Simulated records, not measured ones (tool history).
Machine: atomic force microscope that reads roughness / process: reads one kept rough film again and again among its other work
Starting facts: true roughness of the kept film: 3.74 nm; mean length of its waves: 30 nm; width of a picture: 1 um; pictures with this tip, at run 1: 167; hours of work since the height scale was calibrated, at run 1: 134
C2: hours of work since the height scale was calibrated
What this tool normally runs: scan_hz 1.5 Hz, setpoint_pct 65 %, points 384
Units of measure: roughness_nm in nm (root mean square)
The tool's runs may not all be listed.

Run 1, day 0: usual settings; pictures with this tip 167; C2 134. Result: roughness_nm 2.302 nm (root mean square).
Run 2, day 0.462: usual settings; pictures with this tip 186; C2 141. Result: roughness_nm 2.253 nm (root mean square).
Run 3, day 0.904: usual settings; pictures with this tip 203; C2 147. Result: roughness_nm 2.184 nm (root mean square).
Run 4, day 1.221: usual settings but setpoint_pct 61 %; pictures with this tip 216; C2 152. Result: roughness_nm 2.164 nm (root mean square).
Run 5, day 1.675: usual settings but setpoint_pct 61 %; pictures with this tip 234; C2 159. Result: roughness_nm 2.11 nm (root mean square).
At day 1.775: new tip fitted.
Run 6, day 2.108: usual settings; pictures with this tip 14; C2 165. Result: roughness_nm 2.99 nm (root mean square).
Run 7, day 2.321: usual settings; pictures with this tip 22; C2 168. Result: roughness_nm 2.954 nm (root mean square).
Run 8, day 2.733: usual settings; pictures with this tip 38; C2 174. Result: roughness_nm 2.85 nm (root mean square).
Run 9, day 3.075: usual settings but points 550; pictures with this tip 52; C2 179. Result: roughness_nm 2.79 nm (root mean square).
Run 10, day 3.579: usual settings but points 550; pictures with this tip 72; C2 187. Result: roughness_nm 2.685 nm (root mean square).
Run 11, day 4.021: usual settings but points 550; pictures with this tip 90; C2 193. Result: roughness_nm 2.578 nm (root mean square).
Run 12, day 4.262: usual settings but setpoint_pct 77 %, points 550; pictures with this tip 99; C2 197. Result: roughness_nm 2.496 nm (root mean square).
Run 13, day 4.762: usual settings but setpoint_pct 77 %, points 550; pictures with this tip 119; C2 204. Result: roughness_nm 2.399 nm (root mean square).
Run 14, day 4.975: usual settings but scan_hz 0.59 Hz, setpoint_pct 77 %, points 550; pictures with this tip 128; C2 208. Result: roughness_nm 2.47 nm (root mean square).
Run 15, day 5.25: usual settings but scan_hz 0.59 Hz, setpoint_pct 77 %, points 550; pictures with this tip 138; C2 212. Result: roughness_nm 2.422 nm (root mean square).
Run 16, day 5.725: usual settings; pictures with this tip 157; C2 219. Result: roughness_nm 2.336 nm (root mean square).
Run 17, day 6.121: usual settings; pictures with this tip 173; C2 225. Result: roughness_nm 2.267 nm (root mean square).
Run 18, day 6.567: usual settings; pictures with this tip 191; C2 231. Result: roughness_nm 2.217 nm (root mean square).
Run 19, day 6.858: usual settings; pictures with this tip 203; C2 236. Result: roughness_nm 2.182 nm (root mean square).
Run 20, day 7.075: usual settings; pictures with this tip 211; C2 239. Result: roughness_nm 2.176 nm (root mean square).
Run 21, day 7.446: usual settings; pictures with this tip 226; C2 244. Result: roughness_nm 2.13 nm (root mean square).
Run 22, day 7.65: usual settings but setpoint_pct 70 %; pictures with this tip 234; C2 247. Result: roughness_nm 2.057 nm (root mean square).
At day 7.742: new tip fitted.
Run 23, day 7.883: usual settings but points 716; pictures with this tip 6; C2 251. Result: roughness_nm 3.043 nm (root mean square).
At day 7.95: height scale calibrated on a step standard.
Run 24, day 8.408: usual settings; pictures with this tip 25; C2 7. Result: roughness_nm 2.949 nm (root mean square).
Run 25, day 8.775: usual settings but setpoint_pct 76 %; pictures with this tip 39; C2 12. Result: roughness_nm 2.78 nm (root mean square).
Run 26, day 9.129: usual settings but setpoint_pct 76 %; pictures with this tip 53; C2 18. Result: roughness_nm 2.739 nm (root mean square).
Run 27, day 9.379: usual settings but setpoint_pct 76 %; pictures with this tip 64; C2 21. Result: roughness_nm 2.672 nm (root mean square).
Run 28, day 9.688: usual settings but scan_hz 1.47 Hz, setpoint_pct 73 %, points 463; pictures with this tip 76; C2 26. Result: roughness_nm 2.649 nm (root mean square).
Run 29, day 9.967: usual settings but scan_hz 1.47 Hz, setpoint_pct 73 %, points 463; pictures with this tip 87; C2 30. Result: roughness_nm 2.602 nm (root mean square).
At day 10.288: height scale calibrated on a step standard, once more.
Run 30, day 10.388: usual settings but setpoint_pct 73 %, points 665; pictures with this tip 102; C2 1. Result: roughness_nm 2.529 nm (root mean square).
Run 31, day 10.767: usual settings but setpoint_pct 73 %, points 665; pictures with this tip 117; C2 7. Result: roughness_nm 2.451 nm (root mean square).
Run 32, day 11.088: usual settings but setpoint_pct 73 %, points 665; pictures with this tip 130; C2 12. Result: roughness_nm 2.39 nm (root mean square).
Run 33, day 11.4: usual settings but points 312; pictures with this tip 142; C2 17. Result: roughness_nm 2.394 nm (root mean square).
Run 34, day 11.808: usual settings but scan_hz 2.48 Hz, setpoint_pct 74 %, points 796; pictures with this tip 159; C2 23. Result: roughness_nm 2.214 nm (root mean square).
Run 35, day 12.283: usual settings but scan_hz 2.48 Hz, setpoint_pct 74 %, points 796; pictures with this tip 177; C2 30. Result: roughness_nm 2.155 nm (root mean square).
Run 36, day 12.6: usual settings but scan_hz 2.48 Hz, setpoint_pct 74 %, points 796; pictures with this tip 190; C2 34. Result: roughness_nm 2.132 nm (root mean square).
Run 37, day 13.004: usual settings but scan_hz 2.48 Hz, setpoint_pct 74 %, points 796; pictures with this tip 206; C2 40. Result: roughness_nm 2.077 nm (root mean square).
Run 38, day 13.221: usual settings but scan_hz 0.92 Hz, setpoint_pct 71 %, points 796; pictures with this tip 215; C2 44. Result: roughness_nm 2.144 nm (root mean square).
Run 39, day 13.554: usual settings but scan_hz 3.55 Hz, setpoint_pct 89 %, points 658; pictures with this tip 228; C2 49. Result: roughness_nm 1.717 nm (root mean square).
At day 13.833: new tip fitted.
Run 40, day 13.867: usual settings but scan_hz 1.05 Hz, setpoint_pct 71 %, points 261; pictures with this tip 2; C2 53. Result: roughness_nm 2.997 nm (root mean square).
Run 41, day 14.225: usual settings but scan_hz 1.05 Hz, setpoint_pct 60 %, points 644; pictures with this tip 16; C2 58. Result: roughness_nm 3.018 nm (root mean square).
Run 42, day 14.612: usual settings but scan_hz 1.05 Hz, setpoint_pct 79 %, points 644; pictures with this tip 31; C2 64. Result: roughness_nm 2.812 nm (root mean square).
Run 43, day 15.079: usual settings but scan_hz 1.05 Hz, setpoint_pct 79 %, points 644; pictures with this tip 50; C2 71. Result: roughness_nm 2.73 nm (root mean square).
Run 44, day 15.562: usual settings but scan_hz 2.32 Hz; pictures with this tip 69; C2 78. Result: roughness_nm 2.639 nm (root mean square).
Run 45, day 16.042: usual settings but scan_hz 2.17 Hz, setpoint_pct 78 %; pictures with this tip 88; C2 85. Result: roughness_nm 2.461 nm (root mean square).
Run 46, day 16.408: usual settings but scan_hz 2.2 Hz, setpoint_pct 71 %, points 428; pictures with this tip 103; C2 91. Result: roughness_nm 2.454 nm (root mean square).
Run 47, day 16.796: usual settings but scan_hz 2.49 Hz, setpoint_pct 69 %, points 615; pictures with this tip 118; C2 96. Result: roughness_nm 2.395 nm (root mean square).
Run 48, day 17.267: usual settings but scan_hz 3.08 Hz, points 343; pictures with this tip 137; C2 103. Result: roughness_nm 2.305 nm (root mean square).
Run 49, day 17.542: usual settings but setpoint_pct 83 %; pictures with this tip 148; C2 108. Result: roughness_nm 2.226 nm (root mean square).
Run 50, day 18: usual settings but setpoint_pct 83 %; pictures with this tip 166; C2 114. Result: roughness_nm 2.18 nm (root mean square).
Run 51, day 18.458: usual settings but scan_hz 0.8 Hz, setpoint_pct 57 %, points 658; pictures with this tip 184; C2 121. Result: roughness_nm 2.297 nm (root mean square).

Each row is a separate what-if for the run after 51, all from the same tool condition, not one after another. Results?
Run A, day 18.95: usual settings but scan_hz 2.42 Hz, setpoint_pct 57 %, points 448; pictures with this tip 204; C2 128. Result: roughness_nm ?.
Run B, day 18.95: usual settings but scan_hz 2.02 Hz, setpoint_pct 90 %, points 297; pictures with this tip 204; C2 128. Result: roughness_nm ?.
Run C, day 18.95: usual settings but scan_hz 3.11 Hz, setpoint_pct 62 %, points 658; pictures with this tip 204; C2 128. Result: roughness_nm ?.
Run D, day 18.95: usual settings but scan_hz 0.8 Hz, setpoint_pct 81 %, points 917; pictures with this tip 204; C2 128. Result: roughness_nm ?.

run  roughness_nm
  A          2.17
  B         1.906
  C          2.15
  D         2.174
With no hidden state in the tool, these same runs would have given:
run  roughness_nm
  A         3.089
  B         2.713
  C         3.056
  D         3.097
